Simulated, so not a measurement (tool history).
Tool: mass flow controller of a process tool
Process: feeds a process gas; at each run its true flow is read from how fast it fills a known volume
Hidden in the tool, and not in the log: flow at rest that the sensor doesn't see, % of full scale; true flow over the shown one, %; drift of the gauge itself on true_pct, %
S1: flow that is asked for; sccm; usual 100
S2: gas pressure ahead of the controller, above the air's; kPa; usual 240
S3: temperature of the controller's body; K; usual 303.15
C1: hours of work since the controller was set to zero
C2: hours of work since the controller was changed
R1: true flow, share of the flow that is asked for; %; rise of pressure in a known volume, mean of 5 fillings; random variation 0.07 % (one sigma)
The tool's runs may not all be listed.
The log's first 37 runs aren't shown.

{"run": 38, "hour": 2639.1, "S1": 100, "S2": 171, "S3": 303.15, "C1": 1518, "C2": 1518, "R1": 98.23}
{"run": 39, "hour": 2719.7, "S1": 100, "S2": 171, "S3": 303.15, "C1": 1559, "C2": 1559, "R1": 98.2}
{"run": 40, "hour": 2819.2, "S1": 100, "S2": 240, "S3": 293.15, "C1": 1609, "C2": 1609, "R1": 98.61}
{"run": 41, "hour": 2902.0, "S1": 100, "S2": 240, "S3": 293.15, "C1": 1650, "C2": 1650, "R1": 98.69}
{"run": 42, "hour": 2971.6, "S1": 100, "S2": 240, "S3": 293.15, "C1": 1685, "C2": 1685, "R1": 98.68}
{"run": 43, "hour": 3045.5, "S1": 42, "S2": 240, "S3": 297.15, "C1": 1722, "C2": 1722, "R1": 97.43}
{"run": 44, "hour": 3101.0, "S1": 100, "S2": 234, "S3": 294.15, "C1": 1750, "C2": 1750, "R1": 98.54}
{"run": 45, "hour": 3191.7, "S1": 90, "S2": 142, "S3": 312.15, "C1": 1795, "C2": 1795, "R1": 97.37}
{"run": 46, "hour": 3261.8, "S1": 90, "S2": 142, "S3": 312.15, "C1": 1830, "C2": 1830, "R1": 97.24}
{"run": 47, "hour": 3310.3, "S1": 90, "S2": 142, "S3": 312.15, "C1": 1855, "C2": 1855, "R1": 97.29}
{"run": 48, "hour": 3359.4, "S1": 90, "S2": 142, "S3": 312.15, "C1": 1879, "C2": 1879, "R1": 97.32}

Forecast each of these 5 alternatives for the next run:
{"run": "A", "hour": 3445.1, "S1": 56, "S2": 207, "S3": 311.15, "C1": 1922, "C2": 1922, "R1": "?"}
{"run": "B", "hour": 3445.1, "S1": 173, "S2": 240, "S3": 313.15, "C1": 1922, "C2": 1922, "R1": "?"}
{"run": "C", "hour": 3445.1, "S1": 100, "S2": 240, "S3": 304.15, "C1": 1922, "C2": 1922, "R1": "?"}
{"run": "D", "hour": 3445.1, "S1": 100, "S2": 185, "S3": 303.15, "C1": 1922, "C2": 1922, "R1": "?"}
{"run": "E", "hour": 3445.1, "S1": 90, "S2": 142, "S3": 306.15, "C1": 1922, "C2": 1922, "R1": "?"}

run=A R1=96.44
run=B R1=97.75
run=C R1=97.60
run=D R1=98.20
run=E R1=97.98
Without the tool's hidden state the same runs would have given:
run=A R1=96.44
run=B R1=97.75
run=C R1=97.60
run=D R1=98.20
run=E R1=97.98

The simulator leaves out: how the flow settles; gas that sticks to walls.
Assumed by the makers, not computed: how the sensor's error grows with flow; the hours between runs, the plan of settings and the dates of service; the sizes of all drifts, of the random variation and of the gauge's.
